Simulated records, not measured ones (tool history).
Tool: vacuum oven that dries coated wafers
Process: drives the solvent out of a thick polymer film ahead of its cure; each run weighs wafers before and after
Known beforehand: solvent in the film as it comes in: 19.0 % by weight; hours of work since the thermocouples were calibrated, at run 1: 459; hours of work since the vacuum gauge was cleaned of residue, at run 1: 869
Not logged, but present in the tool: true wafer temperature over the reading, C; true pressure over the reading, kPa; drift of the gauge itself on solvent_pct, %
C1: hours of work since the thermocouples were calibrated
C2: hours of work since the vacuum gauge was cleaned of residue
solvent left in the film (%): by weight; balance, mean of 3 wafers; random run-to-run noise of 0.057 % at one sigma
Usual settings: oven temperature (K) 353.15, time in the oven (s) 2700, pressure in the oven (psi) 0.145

{"run": 1, "hour": 0.0, "oven temperature (K)": 353.15, "time in the oven (s)": 2700, "pressure in the oven (psi)": 0.145, "C1": 459, "C2": 869, "solvent left in the film (%)": 2.82}
{"run": 2, "hour": 14.7, "oven temperature (K)": 353.15, "time in the oven (s)": 2700, "pressure in the oven (psi)": 0.145, "C1": 468, "C2": 877, "solvent left in the film (%)": 2.76}
{"run": 3, "hour": 45.1, "oven temperature (K)": 366.15, "time in the oven (s)": 2700, "pressure in the oven (psi)": 0.145, "C1": 487, "C2": 896, "solvent left in the film (%)": 1.18}
{"run": 4, "hour": 72.3, "oven temperature (K)": 366.15, "time in the oven (s)": 2700, "pressure in the oven (psi)": 0.145, "C1": 503, "C2": 912, "solvent left in the film (%)": 1.12}
{"run": 5, "hour": 97.6, "oven temperature (K)": 366.15, "time in the oven (s)": 2700, "pressure in the oven (psi)": 0.145, "C1": 518, "C2": 928, "solvent left in the film (%)": 1.08}
{"run": 6, "hour": 115.0, "oven temperature (K)": 356.15, "time in the oven (s)": 2700, "pressure in the oven (psi)": 0.145, "C1": 529, "C2": 938, "solvent left in the film (%)": 2.2}
{"run": 7, "hour": 141.7, "oven temperature (K)": 356.15, "time in the oven (s)": 2700, "pressure in the oven (psi)": 0.145, "C1": 545, "C2": 954, "solvent left in the film (%)": 2.16}
{"run": 8, "hour": 157.3, "oven temperature (K)": 341.15, "time in the oven (s)": 2700, "pressure in the oven (psi)": 0.145, "C1": 555, "C2": 964, "solvent left in the film (%)": 6.28}
{"run": 9, "hour": 183.7, "oven temperature (K)": 341.15, "time in the oven (s)": 2700, "pressure in the oven (psi)": 0.145, "C1": 571, "C2": 980, "solvent left in the film (%)": 6.27}
{"run": 10, "hour": 202.3, "oven temperature (K)": 341.15, "time in the oven (s)": 2700, "pressure in the oven (psi)": 0.145, "C1": 582, "C2": 991, "solvent left in the film (%)": 6.27}
{"run": 11, "hour": 215.6, "oven temperature (K)": 341.15, "time in the oven (s)": 2700, "pressure in the oven (psi)": 0.145, "C1": 590, "C2": 999, "solvent left in the film (%)": 6.09}
{"run": 12, "hour": 234.9, "oven temperature (K)": 353.15, "time in the oven (s)": 2700, "pressure in the oven (psi)": 0.145, "C1": 602, "C2": 1011, "solvent left in the film (%)": 2.68}
{"run": 13, "hour": 255.9, "oven temperature (K)": 353.15, "time in the oven (s)": 2700, "pressure in the oven (psi)": 0.12, "C1": 614, "C2": 1023, "solvent left in the film (%)": 2.48}
{"run": 14, "hour": 272.5, "oven temperature (K)": 349.15, "time in the oven (s)": 1920, "pressure in the oven (psi)": 0.429, "C1": 624, "C2": 1034, "solvent left in the film (%)": 8.21}
{"run": 15, "hour": 295.5, "oven temperature (K)": 349.15, "time in the oven (s)": 1920, "pressure in the oven (psi)": 0.429, "C1": 638, "C2": 1048, "solvent left in the film (%)": 8.18}
{"run": 16, "hour": 326.4, "oven temperature (K)": 352.15, "time in the oven (s)": 3180, "pressure in the oven (psi)": 0.276, "C1": 657, "C2": 1066, "solvent left in the film (%)": 4.07}
{"run": 17, "hour": 340.9, "oven temperature (K)": 352.15, "time in the oven (s)": 3180, "pressure in the oven (psi)": 0.276, "C1": 666, "C2": 1075, "solvent left in the film (%)": 3.96}
{"run": 18, "hour": 367.6, "oven temperature (K)": 354.15, "time in the oven (s)": 2820, "pressure in the oven (psi)": 0.186, "C1": 682, "C2": 1091, "solvent left in the film (%)": 2.92}
{"run": 19, "hour": 391.7, "oven temperature (K)": 353.15, "time in the oven (s)": 4440, "pressure in the oven (psi)": 0.145, "C1": 697, "C2": 1106, "solvent left in the film (%)": 1.88}
{"run": 20, "hour": 416.5, "oven temperature (K)": 350.15, "time in the oven (s)": 4320, "pressure in the oven (psi)": 0.145, "C1": 712, "C2": 1121, "solvent left in the film (%)": 2.35}
{"run": 21, "hour": 447.1, "oven temperature (K)": 353.15, "time in the oven (s)": 4260, "pressure in the oven (psi)": 0.145, "C1": 730, "C2": 1139, "solvent left in the film (%)": 1.96}
{"run": 22, "hour": 469.1, "oven temperature (K)": 348.15, "time in the oven (s)": 1440, "pressure in the oven (psi)": 0.261, "C1": 743, "C2": 1153, "solvent left in the film (%)": 8.21}
{"run": 23, "hour": 489.2, "oven temperature (K)": 348.15, "time in the oven (s)": 1440, "pressure in the oven (psi)": 0.261, "C1": 756, "C2": 1165, "solvent left in the film (%)": 8.09}
{"run": 24, "hour": 502.5, "oven temperature (K)": 353.15, "time in the oven (s)": 3780, "pressure in the oven (psi)": 0.145, "C1": 764, "C2": 1173, "solvent left in the film (%)": 2.08}
{"run": 25, "hour": 523.5, "oven temperature (K)": 353.15, "time in the oven (s)": 3420, "pressure in the oven (psi)": 0.145, "C1": 776, "C2": 1186, "solvent left in the film (%)": 2.17}

Below are 5 alternative next runs, each starting from the tool's condition after run 25. Predict each:
{"run": "A", "hour": 541.2, "oven temperature (K)": 344.15, "time in the oven (s)": 2700, "pressure in the oven (psi)": 0.352, "C1": 787, "C2": 1196, "solvent left in the film (%)": "?"}
{"run": "B", "hour": 541.2, "oven temperature (K)": 353.15, "time in the oven (s)": 3960, "pressure in the oven (psi)": 0.115, "C1": 787, "C2": 1196, "solvent left in the film (%)": "?"}
{"run": "C", "hour": 541.2, "oven temperature (K)": 344.15, "time in the oven (s)": 1500, "pressure in the oven (psi)": 0.515, "C1": 787, "C2": 1196, "solvent left in the film (%)": "?"}
{"run": "D", "hour": 541.2, "oven temperature (K)": 353.15, "time in the oven (s)": 3840, "pressure in the oven (psi)": 0.145, "C1": 787, "C2": 1196, "solvent left in the film (%)": "?"}
{"run": "E", "hour": 541.2, "oven temperature (K)": 340.15, "time in the oven (s)": 3180, "pressure in the oven (psi)": 0.145, "C1": 787, "C2": 1196, "solvent left in the film (%)": "?"}

run=A solvent_left_in_the_film_(%)=7.98
run=B solvent_left_in_the_film_(%)=1.63
run=C solvent_left_in_the_film_(%)=11.92
run=D solvent_left_in_the_film_(%)=1.98
run=E solvent_left_in_the_film_(%)=5.96
Without the tool's unlogged condition, the same runs would have read:
run=A solvent_left_in_the_film_(%)=7.94
run=B solvent_left_in_the_film_(%)=1.60
run=C solvent_left_in_the_film_(%)=11.88
run=D solvent_left_in_the_film_(%)=1.95
run=E solvent_left_in_the_film_(%)=5.91

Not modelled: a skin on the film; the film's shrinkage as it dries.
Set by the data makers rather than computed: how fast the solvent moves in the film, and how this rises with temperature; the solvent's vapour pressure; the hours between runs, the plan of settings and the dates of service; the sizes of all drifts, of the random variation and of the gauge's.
